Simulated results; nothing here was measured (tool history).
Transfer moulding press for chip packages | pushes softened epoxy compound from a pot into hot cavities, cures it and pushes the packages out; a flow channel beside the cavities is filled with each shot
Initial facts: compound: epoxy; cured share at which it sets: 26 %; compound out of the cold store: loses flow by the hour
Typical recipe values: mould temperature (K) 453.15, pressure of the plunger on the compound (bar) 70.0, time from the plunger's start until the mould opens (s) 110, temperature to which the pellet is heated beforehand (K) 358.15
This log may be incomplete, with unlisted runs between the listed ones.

| run | hour | mould temperature (K) | pressure of the plunger on the compound (bar) | time from the plunger's start until the mould opens (s) | temperature to which the pellet is heated beforehand (K) | incoming compound's hours out of the cold store | length that the compound runs in the flow channel (mm) | greatest force on the pins that push the packages out (N) |
|---|---|---|---|---|---|---|---|---|
| 1 | 0.0 | 453.15 | 70.0 | 110 | 358.15 | 24.7 | 822 | 508 |
| 2 | 45.5 | 453.15 | 70.0 | 110 | 358.15 | 35.5 | 740 | 552 |
|  | 55.3 | cavities cleaned with cleaning compound and waxed |
| 3 | 79.8 | 453.15 | 70.0 | 110 | 358.15 | 45.7 | 672 | 362 |
| 4 | 127.9 | 450.15 | 70.0 | 110 | 358.15 | 24.7 | 805 | 573 |
| 5 | 151.8 | 450.15 | 70.0 | 110 | 358.15 | 46.1 | 667 | 587 |
|  | 162.9 | plunger's sealing rings changed |
|  | 184.8 | cavities cleaned with cleaning compound and waxed |
| 6 | 202.5 | 450.15 | 70.0 | 110 | 358.15 | 25.7 | 888 | 404 |
| 7 | 225.7 | 450.15 | 70.0 | 110 | 358.15 | 29.8 | 851 | 469 |
| 8 | 261.1 | 450.15 | 70.0 | 110 | 358.15 | 27.6 | 866 | 562 |
| 9 | 309.9 | 450.15 | 70.0 | 110 | 358.15 | 43.2 | 760 | 634 |
|  | 315.8 | cavities cleaned with cleaning compound and waxed |
| 10 | 357.7 | 450.15 | 70.0 | 110 | 358.15 | 37.8 | 780 | 487 |
| 11 | 384.1 | 454.15 | 70.0 | 110 | 358.15 | 18.5 | 908 | 482 |
| 12 | 440.6 | 452.15 | 70.0 | 110 | 358.15 | 23.8 | 869 | 591 |
|  | 445.6 | cavities cleaned with cleaning compound and waxed |
|  | 470.7 | mould's thermocouples calibrated |
| 13 | 484.4 | 453.15 | 70.0 | 110 | 358.15 | 34.7 | 792 | 394 |
| 14 | 540.4 | 453.15 | 70.0 | 110 | 358.15 | 28.5 | 816 | 508 |
|  | 576.6 | cavities cleaned with cleaning compound and waxed |
| 15 | 584.7 | 453.15 | 70.0 | 110 | 358.15 | 16.4 | 910 | 324 |
| 16 | 630.9 | 461.15 | 70.0 | 111 | 360.15 | 32.3 | 777 | 407 |
| 17 | 662.4 | 453.15 | 74.4 | 109 | 358.15 | 21.7 | 881 | 533 |
| 18 | 696.4 | 455.15 | 52.0 | 110 | 358.15 | 30.0 | 684 | 546 |
|  | 705.0 | cavities cleaned with cleaning compound and waxed |
| 19 | 723.0 | 459.15 | 52.0 | 109 | 358.15 | 45.7 | 587 | 314 |
| 20 | 768.4 | 461.15 | 52.0 | 123 | 358.15 | 16.1 | 747 | 411 |
| 21 | 791.9 | 456.15 | 73.7 | 105 | 349.15 | 38.2 | 745 | 514 |
|  | 832.2 | cavities cleaned with cleaning compound and waxed |
| 22 | 838.6 | 456.15 | 73.7 | 105 | 349.15 | 46.9 | 688 | 288 |
| 23 | 869.0 | 456.15 | 73.7 | 105 | 349.15 | 25.2 | 823 | 402 |
|  | 925.5 | plunger's sealing rings changed |
| 24 | 928.2 | 457.15 | 73.7 | 105 | 349.15 | 42.8 | 781 | 512 |
|  | 962.2 | cavities cleaned with cleaning compound and waxed |
| 25 | 963.4 | 457.15 | 73.7 | 105 | 349.15 | 39.4 | 804 | 261 |
| 26 | 998.7 | 461.15 | 65.1 | 110 | 350.15 | 17.5 | 888 | 356 |
| 27 | 1050.4 | 461.15 | 58.4 | 110 | 350.15 | 36.4 | 720 | 456 |
|  | 1077.2 | mould's thermocouples calibrated |
| 28 | 1084.4 | 461.15 | 85.4 | 110 | 354.15 | 38.9 | 848 | 518 |

Each run again, without the hidden state but with its own random variation kept:
Hidden state at play: true mould temperature over the reading, C; pressure that reaches the compound, % of what is set; grip of the stained cavities, % over clean ones'; drift of the gauge itself on flow_mm, %; drift of the gauge itself on push_out_n, %.
| run | length that the compound runs in the flow channel (mm) | greatest force on the pins that push the packages out (N) |
|---|---|---|
| 1 | 897 | 276 |
| 2 | 814 | 261 |
| 3 | 743 | 257 |
| 4 | 897 | 302 |
| 5 | 747 | 288 |
| 6 | 892 | 307 |
| 7 | 858 | 292 |
| 8 | 877 | 291 |
| 9 | 775 | 287 |
| 10 | 801 | 298 |
| 11 | 935 | 262 |
| 12 | 902 | 269 |
| 13 | 828 | 262 |
| 14 | 859 | 262 |
| 15 | 965 | 275 |
| 16 | 830 | 241 |
| 17 | 944 | 277 |
| 18 | 737 | 262 |
| 19 | 635 | 244 |
| 20 | 814 | 236 |
| 21 | 815 | 267 |
| 22 | 758 | 259 |
| 23 | 911 | 261 |
| 24 | 781 | 265 |
| 25 | 807 | 250 |
| 26 | 895 | 236 |
| 27 | 731 | 239 |
| 28 | 865 | 254 |
